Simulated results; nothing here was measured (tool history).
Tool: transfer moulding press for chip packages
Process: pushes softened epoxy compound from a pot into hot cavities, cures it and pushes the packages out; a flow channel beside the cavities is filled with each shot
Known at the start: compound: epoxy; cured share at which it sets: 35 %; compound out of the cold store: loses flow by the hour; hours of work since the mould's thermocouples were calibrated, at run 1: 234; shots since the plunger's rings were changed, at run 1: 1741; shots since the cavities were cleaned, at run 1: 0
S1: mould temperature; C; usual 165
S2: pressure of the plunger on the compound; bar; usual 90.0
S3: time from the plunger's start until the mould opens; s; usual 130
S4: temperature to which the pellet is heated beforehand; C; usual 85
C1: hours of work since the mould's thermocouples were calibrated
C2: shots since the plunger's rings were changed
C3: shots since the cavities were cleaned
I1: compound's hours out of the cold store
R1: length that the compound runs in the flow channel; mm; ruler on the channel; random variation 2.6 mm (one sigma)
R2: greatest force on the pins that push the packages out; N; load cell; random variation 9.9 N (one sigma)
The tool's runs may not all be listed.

run,hour,S1,S2,S3,S4,C1,C2,C3,I1,R1,R2
1,0.0,165,90.0,130,85,234,1741,0,30.6,829,455
2,43.9,165,90.0,130,85,262,2132,391,39.5,778,648
# hour 54.9: cavities cleaned with cleaning compound and waxed
3,93.4,165,90.0,130,85,293,2559,343,9.3,938,688
# hour 107.9: cavities cleaned with cleaning compound and waxed
4,135.1,165,90.0,130,85,319,2917,243,9.5,932,608
# hour 158.5: cavities cleaned with cleaning compound and waxed
5,183.9,165,90.0,130,85,349,3338,226,13.6,909,601
# hour 209.5: cavities cleaned with cleaning compound and waxed
6,213.0,165,90.0,130,85,367,3583,31,15.4,896,484
# hour 260.2: cavities cleaned with cleaning compound and waxed
7,267.1,165,90.0,139,85,401,4052,62,18.6,873,464
# hour 310.3: cavities cleaned with cleaning compound and waxed
# hour 320.8: plunger's sealing rings changed
8,321.8,165,90.0,115,85,433,8,79,18.3,905,608
# hour 365.4: cavities cleaned with cleaning compound and waxed
9,381.1,165,88.9,121,75,470,523,140,31.9,823,596
# hour 415.9: cavities cleaned with cleaning compound and waxed
10,434.2,172,85.7,130,85,503,982,163,12.5,872,457
# hour 469.2: cavities cleaned with cleaning compound and waxed
11,487.0,172,85.7,130,85,536,1439,158,33.7,769,472
12,515.7,172,85.7,130,85,555,1694,413,19.7,836,574
# hour 520.9: cavities cleaned with cleaning compound and waxed
13,550.9,172,92.7,130,80,577,1994,267,46.1,742,510

The same runs without the tool's hidden state, with the same run-to-run variation:
The hidden state here: true mould temperature over the reading, C; pressure that reaches the compound, % of what is set; grip of the stained cavities, % over clean ones'; drift of the gauge itself on flow_mm, %; drift of the gauge itself on push_out_n, %.
run,R1,R2
1,840,456
2,791,444
3,956,474
4,952,456
5,931,464
6,920,463
7,899,424
8,907,547
9,827,499
10,879,374
11,778,381
12,848,384
13,753,376
